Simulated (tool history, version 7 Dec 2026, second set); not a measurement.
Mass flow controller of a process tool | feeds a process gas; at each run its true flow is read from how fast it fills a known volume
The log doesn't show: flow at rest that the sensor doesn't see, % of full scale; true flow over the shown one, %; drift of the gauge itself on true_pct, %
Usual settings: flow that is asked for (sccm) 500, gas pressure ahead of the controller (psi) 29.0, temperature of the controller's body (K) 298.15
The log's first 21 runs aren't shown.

run,day,flow that is asked for (sccm),gas pressure ahead of the controller (psi),temperature of the controller's body (K),hours of work since the controller was set to zero,hours of work since the controller was changed,true flow (%)
22,120.421,500,32.2,300.15,4075,4075,100.72
23,127.538,500,23.8,310.15,4169,4169,100.80
24,132.500,500,23.8,310.15,4235,4235,100.90
25,137.333,500,23.8,310.15,4299,4299,100.97
26,143.775,462,30.2,297.15,4384,4384,101.18
27,148.738,700,30.9,298.15,4450,4450,101.45
28,153.167,147,29.6,301.15,4509,4509,100.69
29,159.167,730,29.6,302.15,4589,4589,101.44
30,163.108,169,23.5,296.15,4641,4641,101.38
31,169.400,478,23.5,294.15,4724,4724,102.05
32,174.442,683,25.5,304.15,4791,4791,101.81
33,180.825,683,20.6,312.15,4876,4876,101.73
34,188.396,157,23.1,298.15,4976,4976,101.69
35,195.554,282,30.5,293.15,5071,5071,101.63
36,200.817,467,29.0,296.15,5141,5141,101.90
37,205.796,500,29.0,312.15,5207,5207,101.47
38,212.546,500,20.6,309.15,5296,5296,102.07
39,218.300,102,23.6,303.15,5372,5372,101.73
40,222.108,102,23.6,303.15,5423,5423,101.77

3 ways to go on from here, each from the tool as it stands after run 40. What would each give?
A,228.467,102,22.6,303.15,5507,5507,?
B,228.467,220,33.5,298.15,5507,5507,?
C,228.467,447,29.0,298.15,5507,5507,?

run,true flow (%)
A,102.01
B,101.68
C,102.20
Without the tool's hidden state the same runs would have given:
run,true flow (%)
A,99.24
B,98.90
C,99.40
